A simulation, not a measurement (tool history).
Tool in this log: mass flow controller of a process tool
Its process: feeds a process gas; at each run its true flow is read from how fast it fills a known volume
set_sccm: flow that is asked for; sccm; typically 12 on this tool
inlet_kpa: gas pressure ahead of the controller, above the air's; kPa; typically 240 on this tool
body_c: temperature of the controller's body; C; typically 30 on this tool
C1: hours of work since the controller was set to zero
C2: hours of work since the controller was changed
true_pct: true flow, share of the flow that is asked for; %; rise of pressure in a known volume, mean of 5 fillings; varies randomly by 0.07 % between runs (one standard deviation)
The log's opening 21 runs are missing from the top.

At day 63.025: controller's zero set anew.
Run 22, day 65.671: usual settings but set_sccm 19 sccm, body_c 25 C; C1 41; C2 3117. Result: true_pct 99.65 %.
Run 23, day 68.267: usual settings but set_sccm 5 sccm, inlet_kpa 229 kPa, body_c 26 C; C1 81; C2 3157. Result: true_pct 101.68 %.
Run 24, day 72.512: usual settings but set_sccm 19 sccm, inlet_kpa 232 kPa, body_c 26 C; C1 146; C2 3222. Result: true_pct 99.52 %.
Run 25, day 76.633: usual settings but set_sccm 4 sccm, inlet_kpa 142 kPa, body_c 37 C; C1 209; C2 3285. Result: true_pct 102.87 %.
Run 26, day 79.942: usual settings but set_sccm 4 sccm, inlet_kpa 142 kPa, body_c 37 C; C1 260; C2 3336. Result: true_pct 102.87 %.
Run 27, day 83.271: usual settings but set_sccm 4 sccm, inlet_kpa 142 kPa, body_c 37 C; C1 311; C2 3387. Result: true_pct 102.96 %.
At day 87.042: controller's zero set anew, once more.
Run 28, day 87.142: usual settings but body_c 38 C; C1 1; C2 3447. Result: true_pct 97.79 %.
Run 29, day 90.346: usual settings but set_sccm 2 sccm, inlet_kpa 159 kPa, body_c 38 C; C1 51; C2 3496. Result: true_pct 97.88 %.
Run 30, day 94.775: usual settings but set_sccm 2 sccm, inlet_kpa 255 kPa, body_c 38 C; C1 119; C2 3564. Result: true_pct 97.22 %.
Run 31, day 98.304: usual settings but set_sccm 2 sccm, inlet_kpa 255 kPa, body_c 38 C; C1 173; C2 3618. Result: true_pct 97.57 %.
Run 32, day 100.300: usual settings but inlet_kpa 168 kPa, body_c 39 C; C1 204; C2 3649. Result: true_pct 98.26 %.
Run 33, day 102.450: usual settings but set_sccm 15 sccm, body_c 20 C; C1 237; C2 3682. Result: true_pct 98.23 %.
Run 34, day 105.529: usual settings but set_sccm 11 sccm, inlet_kpa 153 kPa, body_c 20 C; C1 284; C2 3729. Result: true_pct 98.65 %.
Run 35, day 108.333: usual settings but set_sccm 3 sccm, inlet_kpa 239 kPa, body_c 22 C; C1 327; C2 3772. Result: true_pct 98.13 %.
Run 36, day 111.433: usual settings but set_sccm 4 sccm, inlet_kpa 231 kPa, body_c 22 C; C1 375; C2 3820. Result: true_pct 98.18 %.
Run 37, day 115.692: usual settings but set_sccm 4 sccm, inlet_kpa 231 kPa, body_c 22 C; C1 440; C2 3885. Result: true_pct 98.09 %.

Forecast each of these 5 alternatives for the next run:
Run A, day 118.779: usual settings but inlet_kpa 186 kPa, body_c 21 C; C1 487; C2 3932. Result: true_pct ?.
Run B, day 118.779: usual settings but set_sccm 5 sccm, inlet_kpa 265 kPa; C1 487; C2 3932. Result: true_pct ?.
Run C, day 118.779: usual settings but set_sccm 3 sccm, inlet_kpa 246 kPa; C1 487; C2 3932. Result: true_pct ?.
Run D, day 118.779: usual settings but set_sccm 3 sccm, inlet_kpa 165 kPa, body_c 27 C; C1 487; C2 3932. Result: true_pct ?.
Run E, day 118.779: usual settings but set_sccm 5 sccm, inlet_kpa 193 kPa, body_c 23 C; C1 487; C2 3932. Result: true_pct ?.

run  true_pct
  A     98.50
  B     97.49
  C     98.03
  D     98.64
  E     98.41
With no hidden state in the tool, these same runs would have given:
run  true_pct
  A     99.74
  B     98.48
  C     98.72
  D     99.34
  E     99.40
